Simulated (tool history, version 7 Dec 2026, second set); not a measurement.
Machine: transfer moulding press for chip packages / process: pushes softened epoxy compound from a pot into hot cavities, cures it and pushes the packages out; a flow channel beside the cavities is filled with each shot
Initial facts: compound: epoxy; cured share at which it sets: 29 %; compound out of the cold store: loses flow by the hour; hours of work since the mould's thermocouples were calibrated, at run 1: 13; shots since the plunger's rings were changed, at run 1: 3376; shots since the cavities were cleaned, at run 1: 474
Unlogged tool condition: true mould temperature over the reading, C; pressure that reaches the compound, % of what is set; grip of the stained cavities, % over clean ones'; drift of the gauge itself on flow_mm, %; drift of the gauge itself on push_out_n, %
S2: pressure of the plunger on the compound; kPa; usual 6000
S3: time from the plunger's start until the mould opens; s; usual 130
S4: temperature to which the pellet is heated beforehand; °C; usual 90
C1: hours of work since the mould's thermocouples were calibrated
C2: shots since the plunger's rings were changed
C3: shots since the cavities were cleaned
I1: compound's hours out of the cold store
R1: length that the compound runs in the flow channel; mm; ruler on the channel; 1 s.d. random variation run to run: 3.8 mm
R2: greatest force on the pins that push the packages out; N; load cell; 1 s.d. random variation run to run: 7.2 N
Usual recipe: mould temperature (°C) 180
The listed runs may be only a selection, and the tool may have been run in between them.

Run 1, hour 0.0: usual settings; C1 13; C2 3376; C3 474; I1 15.3. Result: R1 961 mm, R2 444 N.
Run 2, hour 45.9: usual settings; C1 31; C2 3644; C3 742; I1 46.7. Result: R1 814 mm, R2 461 N.
Run 3, hour 105.8: usual settings; C1 55; C2 3994; C3 1092; I1 9.6. Result: R1 982 mm, R2 496 N.
At hour 119.9: cavities cleaned with cleaning compound and waxed.
At hour 127.2: plunger's sealing rings changed.
Run 4, hour 151.9: usual settings but S4 92 °C; C1 72; C2 144; C3 172; I1 44.9. Result: R1 867 mm, R2 351 N.
Run 5, hour 207.1: usual settings but S4 92 °C; C1 95; C2 466; C3 494; I1 23.8. Result: R1 971 mm, R2 442 N.
Run 6, hour 253.4: usual settings; C1 113; C2 736; C3 764; I1 39.4. Result: R1 886 mm, R2 472 N.
Run 7, hour 294.6: usual settings but S4 85 °C; C1 130; C2 977; C3 1005; I1 42.2. Result: R1 863 mm, R2 487 N.
At hour 324.7: cavities cleaned with cleaning compound and waxed.
Run 8, hour 384.3: usual settings but S3 122 s; C1 165; C2 1492; C3 348; I1 44.9. Result: R1 858 mm, R2 438 N.
Run 9, hour 449.8: usual settings but S3 122 s; C1 192; C2 1874; C3 730; I1 12.0. Result: R1 1009 mm, R2 525 N.
Run 10, hour 489.3: usual settings; C1 208; C2 2104; C3 960; I1 31.1. Result: R1 916 mm, R2 493 N.
At hour 528.2: cavities cleaned with cleaning compound and waxed.
Run 11, hour 555.7: usual settings; C1 234; C2 2483; C3 161; I1 36.2. Result: R1 883 mm, R2 363 N.
Run 12, hour 648.9: usual settings; C1 272; C2 3027; C3 705; I1 10.9. Result: R1 1006 mm, R2 478 N.
At hour 729.8: cavities cleaned with cleaning compound and waxed.
Run 13, hour 734.5: usual settings but S4 92 °C; C1 305; C2 3518; C3 28; I1 12.4. Result: R1 986 mm, R2 347 N.
Run 14, hour 778.2: usual settings but S4 92 °C; C1 323; C2 3772; C3 282; I1 17.4. Result: R1 950 mm, R2 424 N.
At hour 835.8: plunger's sealing rings changed.
Run 15, hour 865.8: usual settings but mould temperature (°C) 182, S3 138 s; C1 357; C2 175; C3 779; I1 24.7. Result: R1 955 mm, R2 428 N.
At hour 933.8: cavities cleaned with cleaning compound and waxed.
Run 16, hour 953.9: usual settings but mould temperature (°C) 181, S3 139 s; C1 392; C2 681; C3 118; I1 9.9. Result: R1 1031 mm, R2 345 N.
Run 17, hour 1007.9: usual settings but mould temperature (°C) 181, S2 7100 kPa, S3 139 s; C1 414; C2 996; C3 433; I1 19.3. Result: R1 1055 mm, R2 396 N.
Run 18, hour 1092.4: usual settings but mould temperature (°C) 174, S4 88 °C; C1 448; C2 1489; C3 926; I1 46.6. Result: R1 889 mm, R2 704 N.
At hour 1124.6: mould's thermocouples calibrated.
At hour 1137.8: cavities cleaned with cleaning compound and waxed.
Run 19, hour 1140.0: usual settings but mould temperature (°C) 174, S4 88 °C; C1 6; C2 1747; C3 14; I1 25.3. Result: R1 974 mm, R2 429 N.
Run 20, hour 1186.6: usual settings but S3 139 s, S4 93 °C; C1 24; C2 2018; C3 285; I1 29.2. Result: R1 908 mm, R2 356 N.
Run 21, hour 1271.3: usual settings but S3 139 s, S4 93 °C; C1 59; C2 2512; C3 779; I1 43.9. Result: R1 841 mm, R2 426 N.

Each row is a separate what-if for the run after 21, all from the same tool condition, not one after another. Results?
Run A, hour 1317.6: usual settings but S2 5470 kPa; C1 77; C2 2783; C3 1050; I1 29.4. Result: R1 ?, R2 ?.
Run B, hour 1317.6: usual settings but S3 139 s, S4 83 °C; C1 77; C2 2783; C3 1050; I1 31.9. Result: R1 ?, R2 ?.
Run C, hour 1317.6: usual settings but mould temperature (°C) 183, S2 4920 kPa, S3 139 s, S4 97 °C; C1 77; C2 2783; C3 1050; I1 46.5. Result: R1 ?, R2 ?.

run   R1   R2
  A  865  450
  B  896  430
  C  732  423
With the hidden condition removed and each run's random variation left untouched, the same runs would have given:
run   R1   R2
  A  901  286
  B  934  276
  C  763  273
